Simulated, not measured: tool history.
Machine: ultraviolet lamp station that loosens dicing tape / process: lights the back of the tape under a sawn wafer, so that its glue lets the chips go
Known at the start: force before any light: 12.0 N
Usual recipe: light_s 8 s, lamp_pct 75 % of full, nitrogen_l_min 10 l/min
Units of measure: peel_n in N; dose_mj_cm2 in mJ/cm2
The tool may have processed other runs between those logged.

Run 1, day 0.000: usual settings. Result: peel_n 1.749 N, dose_mj_cm2 347 mJ/cm2.
Run 2, day 1.496: usual settings. Result: peel_n 1.781 N, dose_mj_cm2 347 mJ/cm2.
Run 3, day 2.654: usual settings. Result: peel_n 1.854 N, dose_mj_cm2 342 mJ/cm2.
Run 4, day 4.492: usual settings. Result: peel_n 1.773 N, dose_mj_cm2 343 mJ/cm2.
Run 5, day 6.388: usual settings. Result: peel_n 1.842 N, dose_mj_cm2 339 mJ/cm2.
Run 6, day 7.629: usual settings. Result: peel_n 1.827 N, dose_mj_cm2 336 mJ/cm2.
Run 7, day 9.658: usual settings but light_s 11 s, nitrogen_l_min 9 l/min. Result: peel_n 1.107 N, dose_mj_cm2 456 mJ/cm2.
Run 8, day 11.550: usual settings but lamp_pct 76 % of full, nitrogen_l_min 11 l/min. Result: peel_n 1.827 N, dose_mj_cm2 329 mJ/cm2.
Run 9, day 13.875: usual settings but lamp_pct 76 % of full, nitrogen_l_min 11 l/min. Result: peel_n 1.950 N, dose_mj_cm2 328 mJ/cm2.
At day 14.004: window cleaned of glue's vapour.
Run 10, day 16.108: usual settings but light_s 9 s. Result: peel_n 1.699 N, dose_mj_cm2 353 mJ/cm2.
Run 11, day 17.579: usual settings but lamp_pct 69 % of full, nitrogen_l_min 6 l/min. Result: peel_n 2.853 N, dose_mj_cm2 289 mJ/cm2.
Run 12, day 19.896: usual settings but light_s 11 s, lamp_pct 73 % of full, nitrogen_l_min 12 l/min. Result: peel_n 1.147 N, dose_mj_cm2 416 mJ/cm2.

Below are 5 alternative next runs, each starting from the tool's condition after run 12. Predict each:
Run A, day 20.975: usual settings but light_s 14 s, lamp_pct 91 % of full. Result: peel_n ?, dose_mj_cm2 ?.
Run B, day 20.975: usual settings but light_s 11 s, lamp_pct 81 % of full, nitrogen_l_min 15 l/min. Result: peel_n ?, dose_mj_cm2 ?.
Run C, day 20.975: usual settings but light_s 11 s, lamp_pct 100 % of full, nitrogen_l_min 6 l/min. Result: peel_n ?, dose_mj_cm2 ?.
Run D, day 20.975: usual settings but lamp_pct 84 % of full. Result: peel_n ?, dose_mj_cm2 ?.
Run E, day 20.975: usual settings but lamp_pct 73 % of full, nitrogen_l_min 12 l/min. Result: peel_n ?, dose_mj_cm2 ?.

run  peel_n  dose_mj_cm2
  A   0.484          658
  B   0.877          458
  C   0.938          569
  D   1.833          351
  E   2.112          299
Without the tool's hidden state the same runs would have given:
run  peel_n  dose_mj_cm2
  A   0.355          778
  B   0.612          542
  C   0.654          672
  D   1.343          415
  E   1.579          353
